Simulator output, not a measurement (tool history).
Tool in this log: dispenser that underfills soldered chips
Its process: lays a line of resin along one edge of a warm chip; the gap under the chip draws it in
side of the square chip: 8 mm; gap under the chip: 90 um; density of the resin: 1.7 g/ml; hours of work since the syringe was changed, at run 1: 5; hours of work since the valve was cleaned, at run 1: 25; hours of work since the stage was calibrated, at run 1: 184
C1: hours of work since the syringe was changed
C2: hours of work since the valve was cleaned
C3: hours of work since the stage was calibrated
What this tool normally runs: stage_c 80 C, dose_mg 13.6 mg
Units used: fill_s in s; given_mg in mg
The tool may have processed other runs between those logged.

Run 1, hour 0: usual settings; C1 5; C2 25; C3 184. Result: fill_s 17.9 s, given_mg 13.36 mg.
At hour 5.2: new syringe of resin.
Run 2, hour 10.6: usual settings; C1 4; C2 32; C3 191. Result: fill_s 16.3 s, given_mg 13.23 mg.
At hour 18.6: new syringe of resin.
Run 3, hour 23.4: usual settings; C1 3; C2 40; C3 199. Result: fill_s 16.2 s, given_mg 13.15 mg.
Run 4, hour 29.6: usual settings; C1 7; C2 44; C3 203. Result: fill_s 20.7 s, given_mg 13.2 mg.
At hour 32.3: new syringe of resin.
Run 5, hour 38.5: usual settings but stage_c 82 C; C1 4; C2 50; C3 209. Result: fill_s 15.6 s, given_mg 13.01 mg.
At hour 45.2: new syringe of resin.
Run 6, hour 45.7: usual settings but stage_c 82 C; C1 0; C2 54; C3 213. Result: fill_s 12.1 s, given_mg 13.05 mg.
Run 7, hour 52.5: usual settings but stage_c 82 C; C1 5; C2 59; C3 218. Result: fill_s 16.6 s, given_mg 12.98 mg.
At hour 58.4: new syringe of resin.
Run 8, hour 66.3: usual settings; C1 5; C2 68; C3 227. Result: fill_s 17.5 s, given_mg 12.88 mg.
At hour 71.6: new syringe of resin.
Run 9, hour 75.6: usual settings; C1 3; C2 74; C3 233. Result: fill_s 16.8 s, given_mg 12.79 mg.
At hour 85: new syringe of resin.
At hour 86: dispensing valve cleaned and set on the balance.
Run 10, hour 88.8: usual settings; C1 2; C2 2; C3 241. Result: fill_s 15.3 s, given_mg 13.58 mg.
At hour 99.5: new syringe of resin.
Run 11, hour 102.4: usual settings; C1 2; C2 11; C3 249. Result: fill_s 15.2 s, given_mg 13.47 mg.
Run 12, hour 111.6: usual settings; C1 8; C2 17; C3 255. Result: fill_s 21.4 s, given_mg 13.41 mg.
At hour 112.6: new syringe of resin.
Run 13, hour 120.5: usual settings but stage_c 89 C, dose_mg 14.2 mg; C1 5; C2 22; C3 261. Result: fill_s 11.4 s, given_mg 13.99 mg.
At hour 125.2: new syringe of resin.
Run 14, hour 132.4: usual settings but stage_c 67 C, dose_mg 14.3 mg; C1 5; C2 30; C3 269. Result: fill_s 36.3 s, given_mg 14.08 mg.
At hour 138.1: new syringe of resin.
Run 15, hour 139.8: usual settings but stage_c 67 C, dose_mg 14.3 mg; C1 1; C2 35; C3 274. Result: fill_s 29.1 s, given_mg 13.84 mg.
At hour 151: new syringe of resin.
Run 16, hour 151.5: usual settings but stage_c 66 C, dose_mg 12.8 mg; C1 0; C2 42; C3 281. Result: fill_s 29.7 s, given_mg 12.33 mg.
At hour 163.6: new syringe of resin.
Run 17, hour 163.7: usual settings but stage_c 66 C, dose_mg 15.7 mg; C1 0; C2 50; C3 289. Result: fill_s 28.1 s, given_mg 15.1 mg.
Run 18, hour 175.5: usual settings but stage_c 81 C; C1 8; C2 58; C3 297. Result: fill_s 20.1 s, given_mg 12.99 mg.
At hour 176.8: new syringe of resin.
Run 19, hour 187.7: usual settings but stage_c 92 C, dose_mg 13.5 mg; C1 7; C2 66; C3 304. Result: fill_s 11 s, given_mg 12.72 mg.
At hour 189.9: new syringe of resin.
Run 20, hour 195.4: usual settings but stage_c 92 C, dose_mg 13.5 mg; C1 4; C2 71; C3 309. Result: fill_s 9.1 s, given_mg 12.74 mg.
At hour 202.5: new syringe of resin.
Run 21, hour 202.5: usual settings but stage_c 75 C, dose_mg 14.5 mg; C1 0; C2 75; C3 314. Result: fill_s 18.4 s, given_mg 13.67 mg.
Run 22, hour 209.1: usual settings but dose_mg 12 mg; C1 4; C2 79; C3 318. Result: fill_s 18.7 s, given_mg 11.19 mg.
At hour 210.7: dispensing valve cleaned and set on the balance.
At hour 216: new syringe of resin.
Run 23, hour 222.2: usual settings but dose_mg 12 mg; C1 4; C2 7; C3 326. Result: fill_s 18.4 s, given_mg 11.95 mg.
At hour 228.7: new syringe of resin.
Run 24, hour 229.1: usual settings but stage_c 82 C, dose_mg 12.9 mg; C1 0; C2 12; C3 330. Result: fill_s 13.7 s, given_mg 12.62 mg.

Below are 4 alternative next runs, each starting from the tool's condition after run 24. Predict each:
Run A, hour 237.6: usual settings but stage_c 78 C, dose_mg 12.7 mg; C1 6; C2 17; C3 336. Result: fill_s ?, given_mg ?.
Run B, hour 237.6: usual settings but dose_mg 13.1 mg; C1 6; C2 17; C3 336. Result: fill_s ?, given_mg ?.
Run C, hour 237.6: usual settings but stage_c 95 C, dose_mg 15.4 mg; C1 6; C2 17; C3 336. Result: fill_s ?, given_mg ?.
Run D, hour 237.6: usual settings but stage_c 86 C, dose_mg 12.9 mg; C1 6; C2 17; C3 336. Result: fill_s ?, given_mg ?.

run  fill_s  given_mg
  A    21.6     12.53
  B    19.6     13.03
  C       9     15.24
  D      15      12.7
What these runs would have given with no unlogged condition in the tool:
run  fill_s  given_mg
  A    14.7     12.67
  B    13.5     13.18
  C     6.1     15.42
  D    10.4     12.85
